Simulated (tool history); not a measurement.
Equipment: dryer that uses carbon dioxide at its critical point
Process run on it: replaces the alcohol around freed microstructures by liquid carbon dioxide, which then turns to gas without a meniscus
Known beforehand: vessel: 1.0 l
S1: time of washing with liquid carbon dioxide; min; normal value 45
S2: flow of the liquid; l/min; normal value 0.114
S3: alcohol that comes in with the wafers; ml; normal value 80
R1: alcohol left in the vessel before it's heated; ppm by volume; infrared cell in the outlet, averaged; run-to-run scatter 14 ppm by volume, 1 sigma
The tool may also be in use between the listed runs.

run 1 hour=0.0 | S1=45 S2=0.114 S3=80 | R1=1250
run 2 hour=52.5 | S1=45 S2=0.114 S3=80 | R1=1266
run 3 hour=100.4 | S1=45 S2=0.114 S3=80 | R1=1310
run 4 hour=168.3 | S1=45 S2=0.114 S3=80 | R1=1340
run 5 hour=229.7 | S1=45 S2=0.114 S3=80 | R1=1411
-- hour=238.9 inlet filter changed
run 6 hour=265.8 | S1=45 S2=0.114 S3=80 | R1=1145
run 7 hour=315.8 | S1=45 S2=0.114 S3=80 | R1=1167
run 8 hour=365.3 | S1=45 S2=0.114 S3=80 | R1=1202
-- hour=392.1 purifier's bed changed
run 9 hour=419.4 | S1=45 S2=0.114 S3=80 | R1=947
run 10 hour=478.9 | S1=45 S2=0.114 S3=80 | R1=982
run 11 hour=508.8 | S1=45 S2=0.114 S3=80 | R1=1002
run 12 hour=566.2 | S1=48 S2=0.114 S3=80 | R1=785
run 13 hour=602.2 | S1=45 S2=0.114 S3=89 | R1=1181
run 14 hour=645.2 | S1=45 S2=0.114 S3=89 | R1=1177
run 15 hour=690.2 | S1=45 S2=0.158 S3=89 | R1=268
run 16 hour=755.2 | S1=45 S2=0.158 S3=89 | R1=289
run 17 hour=785.0 | S1=45 S2=0.114 S3=80 | R1=1168
run 18 hour=830.9 | S1=45 S2=0.114 S3=80 | R1=1222
-- hour=845.8 inlet filter changed
run 19 hour=888.9 | S1=45 S2=0.114 S3=80 | R1=930
run 20 hour=919.0 | S1=45 S2=0.114 S3=80 | R1=1007
run 21 hour=972.6 | S1=72 S2=0.087 S3=79 | R1=459
run 22 hour=1015.0 | S1=44 S2=0.114 S3=27 | R1=454
run 23 hour=1065.3 | S1=44 S2=0.114 S3=27 | R1=456
run 24 hour=1097.2 | S1=44 S2=0.113 S3=20 | R1=404
run 25 hour=1147.2 | S1=45 S2=0.114 S3=20 | R1=379
run 26 hour=1215.6 | S1=32 S2=0.114 S3=70 | R1=3221
run 27 hour=1265.9 | S1=39 S2=0.072 S3=34 | R1=3416
run 28 hour=1319.0 | S1=39 S2=0.072 S3=34 | R1=3542
run 29 hour=1359.5 | S1=39 S2=0.072 S3=34 | R1=3472
run 30 hour=1422.6 | S1=39 S2=0.072 S3=34 | R1=3578
-- hour=1451.4 inlet filter changed
run 31 hour=1473.0 | S1=38 S2=0.101 S3=70 | R1=2581
run 32 hour=1519.9 | S1=40 S2=0.073 S3=24 | R1=2097
run 33 hour=1563.9 | S1=40 S2=0.073 S3=24 | R1=2122
run 34 hour=1625.2 | S1=40 S2=0.073 S3=24 | R1=2194
run 35 hour=1693.9 | S1=40 S2=0.073 S3=24 | R1=2270
run 36 hour=1726.1 | S1=40 S2=0.073 S3=24 | R1=2305
run 37 hour=1766.6 | S1=46 S2=0.120 S3=80 | R1=917

3 ways to go on from here, each from the tool as it stands after run 37. What would each give?
run A hour=1832.5 | S1=31 S2=0.103 S3=93 | R1=?
run B hour=1832.5 | S1=46 S2=0.114 S3=108 | R1=?
run C hour=1832.5 | S1=45 S2=0.122 S3=80 | R1=?

run=A R1=6537
run=B R1=1464
run=C R1=1017
Stripped of hidden state, with their random variation kept, the same runs would have yielded:
run=A R1=5583
run=B R1=1008
run=C R1=630

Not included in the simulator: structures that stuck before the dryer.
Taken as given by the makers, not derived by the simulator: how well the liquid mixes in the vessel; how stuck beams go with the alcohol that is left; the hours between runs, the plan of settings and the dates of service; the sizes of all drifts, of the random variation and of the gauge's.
